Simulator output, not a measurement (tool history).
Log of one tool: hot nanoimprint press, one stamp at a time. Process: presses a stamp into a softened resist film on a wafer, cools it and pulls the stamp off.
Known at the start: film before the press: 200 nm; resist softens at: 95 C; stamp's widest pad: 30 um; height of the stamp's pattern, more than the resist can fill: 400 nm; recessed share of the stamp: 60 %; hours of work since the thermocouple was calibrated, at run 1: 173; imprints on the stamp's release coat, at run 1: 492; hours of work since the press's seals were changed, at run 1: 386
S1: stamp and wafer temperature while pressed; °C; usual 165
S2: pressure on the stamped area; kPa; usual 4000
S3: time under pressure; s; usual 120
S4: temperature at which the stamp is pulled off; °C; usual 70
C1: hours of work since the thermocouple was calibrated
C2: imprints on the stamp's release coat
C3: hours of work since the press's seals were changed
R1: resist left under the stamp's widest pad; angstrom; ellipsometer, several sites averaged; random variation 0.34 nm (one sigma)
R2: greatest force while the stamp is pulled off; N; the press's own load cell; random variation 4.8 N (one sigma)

run   hour   S1    S2   S3  S4   C1    C2   C3   R1   R2
  1      0  165  4000  120  70  173   492  386  799  262
  2   29.9  165  4000  120  70  196   662  409  793  273
  3   46.8  165  4000  120  70  209   758  422  804  290
  4   78.1  171  4000  120  70  233   937  446  662  292
  5  107.6  171  4000  120  70  256  1104  469  671  303
  6  136.5  171  4000  120  70  278  1269  491  667  309
     170.5  -- plate thermocouple calibrated
  7  175.4  171  4000  120  70    4  1473  518  680  332
  8  209.7  171  4000  120  70   30  1668  545  678  352
  9  233.5  165  4000  120  63   49  1804  563  824  416
 10  269.2  165  4000  120  63   76  2007  591  824  431
 11  290.4  165  4000  120  63   92  2127  607  826  453
     333.5  -- stamp cleaned and given a new release coat
 12  333.5  165  4000  120  63  121     0  636  828  297
     340.8  -- plate thermocouple calibrated, once more
 13  357.5  165  4000  120  63   13   119  652  789  279
 14  379.6  165  4000  120  65   30   245  669  799  280
 15    414  176  5930  151  55   56   441  696  420  363
     432.9  -- press's hydraulic seals changed and the load cell set to zero
 16  440.7  166  5930  116  60   71   547    6  607  344
 17  474.5  166  4860  116  66   97   740   32  686  300
 18    500  165  4000  200  56  117   885   52  638  410
 19  526.8  166  4000  154  70  137  1037   72  691  297
 20  560.2  166  4000  154  70  163  1227   98  687  316
 21  594.1  165  5820  171  64  189  1420  124  557  368
 22  621.7  157  3470  225  71  210  1577  146  890  319
 23  637.1  157  3470  225  71  222  1665  157  894  317
 24  660.6  169  5100   98  64  240  1799  176  650  398
 25    692  172  4070  125  75  265  1977  200  625  310
 26  726.2  172  4070  125  75  291  2172  226  625  329
     743.6  -- plate thermocouple calibrated
 27  750.7  172  2970  125  72    5  2294  243  724  347
     763.2  -- stamp cleaned and given a new release coat
 28  780.1  165  4000  124  77   24    96  261  768  195

Forecast each of these 3 alternatives for the next run:
  A  805.1  165  3270   64  64  43  238  280   ?   ?
  B  805.1  163  5630  120  70  43  238  280   ?   ?
  C  805.1  165  5350  124  58  43  238  280   ?   ?

run    R1   R2
  A  1072  270
  B   694  255
  C   657  336
Without the tool's hidden state the same runs would have given:
run    R1   R2
  A  1064  255
  B   686  240
  C   650  317

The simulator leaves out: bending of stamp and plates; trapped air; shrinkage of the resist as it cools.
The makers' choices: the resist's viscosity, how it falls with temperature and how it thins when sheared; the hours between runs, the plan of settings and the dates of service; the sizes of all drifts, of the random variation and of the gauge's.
